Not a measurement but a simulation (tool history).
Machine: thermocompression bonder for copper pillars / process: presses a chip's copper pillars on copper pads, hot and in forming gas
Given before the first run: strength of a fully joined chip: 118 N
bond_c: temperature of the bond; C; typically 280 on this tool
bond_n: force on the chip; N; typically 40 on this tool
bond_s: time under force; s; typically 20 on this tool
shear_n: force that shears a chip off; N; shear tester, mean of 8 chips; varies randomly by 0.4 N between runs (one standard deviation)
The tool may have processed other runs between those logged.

{"run": 1, "day": 0.0, "bond_c": 280, "bond_n": 40, "bond_s": 20, "shear_n": 45}
{"run": 2, "day": 0.692, "bond_c": 280, "bond_n": 40, "bond_s": 40, "shear_n": 56.6}
{"run": 3, "day": 1.829, "bond_c": 280, "bond_n": 40, "bond_s": 20, "shear_n": 43.9}
{"run": 4, "day": 2.633, "bond_c": 280, "bond_n": 40, "bond_s": 20, "shear_n": 43.9}
{"day": 2.804, "done": "heater calibrated with a thermocouple chip"}
{"day": 3.95, "done": "forming gas filter changed"}
{"run": 5, "day": 4.183, "bond_c": 280, "bond_n": 40, "bond_s": 20, "shear_n": 49.3}
{"run": 6, "day": 4.879, "bond_c": 280, "bond_n": 40, "bond_s": 20, "shear_n": 48.6}
{"run": 7, "day": 5.517, "bond_c": 257, "bond_n": 40, "bond_s": 49, "shear_n": 52.6}
{"day": 6.346, "done": "heater calibrated with a thermocouple chip, once more"}
{"run": 8, "day": 6.95, "bond_c": 302, "bond_n": 30, "bond_s": 11, "shear_n": 31.7}

What does the tool deliver on the next run?
{"run": 9, "day": 7.567, "bond_c": 303, "bond_n": 29, "bond_s": 11, "shear_n": "?"}

Run 9 gave shear_n 31 N.
Minus the tool's unlogged condition, the same run would have read shear_n 32.8 N.
